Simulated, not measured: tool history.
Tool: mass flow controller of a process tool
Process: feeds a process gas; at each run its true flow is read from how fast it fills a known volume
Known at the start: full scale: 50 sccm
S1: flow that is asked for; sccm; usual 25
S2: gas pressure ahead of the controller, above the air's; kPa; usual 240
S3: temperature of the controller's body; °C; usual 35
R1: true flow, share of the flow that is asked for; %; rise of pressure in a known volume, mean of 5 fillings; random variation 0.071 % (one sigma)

run,day,S1,S2,S3,R1
1,0.000,25,240,35,99.78
2,10.608,25,240,35,99.69
3,19.371,25,240,35,99.87
4,26.154,25,184,35,99.42
5,34.675,25,240,22,100.33
6,45.375,25,240,22,100.33
7,55.217,25,240,22,100.38
8,64.967,25,196,35,99.66
9,73.354,25,240,35,100.06
10,83.617,25,240,35,100.13
11,92.971,25,240,34,100.06
12,100.792,25,240,34,100.08
13,111.221,25,240,34,100.11
14,119.638,25,240,34,100.01
15,128.117,25,240,34,100.16

Run 16 comes next. What will it give?
# day 128.762: controller's zero set anew
16,135.438,11,220,27,?

{"run 16": {"R1": 102.34}}
Without the tool's hidden state the same run would have given R1 99.31 %.

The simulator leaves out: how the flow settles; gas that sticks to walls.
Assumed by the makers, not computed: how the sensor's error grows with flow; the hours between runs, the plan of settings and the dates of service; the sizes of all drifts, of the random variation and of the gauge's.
